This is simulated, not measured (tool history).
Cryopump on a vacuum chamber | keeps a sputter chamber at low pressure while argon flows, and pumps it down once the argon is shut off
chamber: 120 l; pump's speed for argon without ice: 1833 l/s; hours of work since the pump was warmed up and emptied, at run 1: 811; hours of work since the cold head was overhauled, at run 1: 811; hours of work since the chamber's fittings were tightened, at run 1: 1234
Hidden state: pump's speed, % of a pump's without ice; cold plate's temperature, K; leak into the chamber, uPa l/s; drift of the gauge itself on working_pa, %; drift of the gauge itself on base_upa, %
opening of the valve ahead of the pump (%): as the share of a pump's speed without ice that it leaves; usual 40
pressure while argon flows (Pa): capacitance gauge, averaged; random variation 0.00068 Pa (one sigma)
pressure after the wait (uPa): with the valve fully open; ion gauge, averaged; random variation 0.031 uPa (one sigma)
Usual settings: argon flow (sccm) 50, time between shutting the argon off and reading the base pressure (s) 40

run     day  argon flow (sccm)  time between shutting the argon off and reading the base pressure (s)  opening of the valve ahead of the pump (%)  hours of work since the pump was warmed up and emptied  hours of work since the cold head was overhauled  hours of work since the chamber's fittings were tightened  pressure while argon flows (Pa)  pressure after the wait (uPa)
  1       0                 50                                                                     40                                          40                                                     811                                               811                                                       1234                           0.1282                           2.65
  2   0.758                 50                                                                     40                                          38                                                     823                                               823                                                       1247                            0.134                           2.75
  3   1.379                 50                                                                     40                                          38                                                     834                                               834                                                       1257                           0.1342                            2.7
  4   2.529                 50                                                                     40                                          38                                                     853                                               853                                                       1276                           0.1378                            2.8
      3.488  -- leaking fittings of the chamber tightened, without venting
  5   3.517                 50                                                                     40                                          38                                                     868                                               868                                                          0                           0.1363                           1.62
  6   4.754                 50                                                                     40                                          38                                                     888                                               888                                                         21                           0.1378                           1.67
  7   5.538                 50                                                                     40                                          40                                                     901                                               901                                                         34                           0.1312                           1.69
  8   6.742                 50                                                                     40                                          40                                                     921                                               921                                                         54                           0.1316                           1.62
  9   7.379                 50                                                                     40                                          40                                                     932                                               932                                                         64                           0.1324                            1.7
 10   8.304                 50                                                                     40                                          40                                                     947                                               947                                                         80                           0.1327                           1.74
 11   9.554                 50                                                                     40                                          40                                                     968                                               968                                                        100                           0.1341                           1.77
 12   10.45                 50                                                                     40                                          40                                                     983                                               983                                                        115                           0.1336                           1.78
 13  11.679                 50                                                                     40                                          40                                                    1003                                              1003                                                        136                           0.1332                           1.79
 14  12.517                 50                                                                     40                                          40                                                    1017                                              1017                                                        150                           0.1347                           1.82
 15  13.196                 50                                                                     40                                          40                                                    1028                                              1028                                                        161                           0.1344                           1.89
 16  13.879                 50                                                                     40                                          40                                                    1039                                              1039                                                        172                           0.1338                           1.85
     14.767  -- pump warmed up, emptied and cooled again
 17  14.962                 50                                                                     40                                          40                                                       3                                              1054                                                        187                           0.1157                           1.68
 18  16.029                 98                                                                     40                                          40                                                      21                                              1072                                                        204                           0.2267                           1.74
 19  16.979                 74                                                                    215                                          37                                                      37                                              1087                                                        220                           0.1861                           0.62
 20  17.629                 74                                                                    215                                          37                                                      47                                              1098                                                        231                           0.1856                            0.6
 21   19.05                 74                                                                    215                                          37                                                      71                                              1122                                                        254                           0.1856                           0.62
 22  20.171                 50                                                                    171                                          40                                                      90                                              1140                                                        273                           0.1165                           0.76
 23  21.508                 93                                                                    171                                          17                                                     112                                              1162                                                        295                           0.5084                           0.76
 24  22.442                 50                                                                     51                                          42                                                     127                                              1178                                                        311                           0.1125                           1.48
 25  23.138                 50                                                                     51                                          42                                                     139                                              1189                                                        322                           0.1135                           1.51
 26  23.825                 50                                                                     51                                          42                                                     150                                              1201                                                        333                           0.1118                           1.54
 27  25.175                 50                                                                     51                                          42                                                     172                                              1223                                                        356                           0.1135                           1.52
 28  26.558                 39                                                                     91                                          35                                                     195                                              1246                                                        379                           0.1051                           1.11
 29  27.296                 45                                                                     40                                          40                                                     208                                              1258                                                        391                           0.1071                           1.89
 30  28.129                 50                                                                    112                                          40                                                     221                                              1272                                                        405                           0.1197                           1.04
 31  28.825                 50                                                                    112                                          40                                                     233                                              1283                                                        416                           0.1183                              1
 32  30.167                 50                                                                    112                                          40                                                     255                                              1306                                                        438                            0.119                           1.06
 33  31.171                 73                                                                     28                                          50                                                     272                                              1322                                                        455                            0.141                           2.58
 34  31.921                 38                                                                     59                                          42                                                     284                                              1335                                                        468                           0.0867                           1.51

Forecast each of these 4 alternatives for the next run:
  A  32.75                 22                                                                     56                                          18                                                     298                                              1349                                                        481                                ?                              ?
  B  32.75                 26                                                                     40                                          15                                                     298                                              1349                                                        481                                ?                              ?
  C  32.75                 72                                                                    140                                          40                                                     298                                              1349                                                        481                                ?                              ?
  D  32.75                 22                                                                    272                                          21                                                     298                                              1349                                                        481                                ?                              ?

run  pressure while argon flows (Pa)  pressure after the wait (uPa)
  A                           0.1144                            1.5
  B                           0.1625                           1.93
  C                           0.1729                           1.01
  D                           0.0984                           0.79
Without the tool's hidden state the same runs would have given:
run  pressure while argon flows (Pa)  pressure after the wait (uPa)
  A                           0.1124                            1.1
  B                           0.1602                           1.52
  C                           0.1664                           0.59
  D                           0.0964                           0.38

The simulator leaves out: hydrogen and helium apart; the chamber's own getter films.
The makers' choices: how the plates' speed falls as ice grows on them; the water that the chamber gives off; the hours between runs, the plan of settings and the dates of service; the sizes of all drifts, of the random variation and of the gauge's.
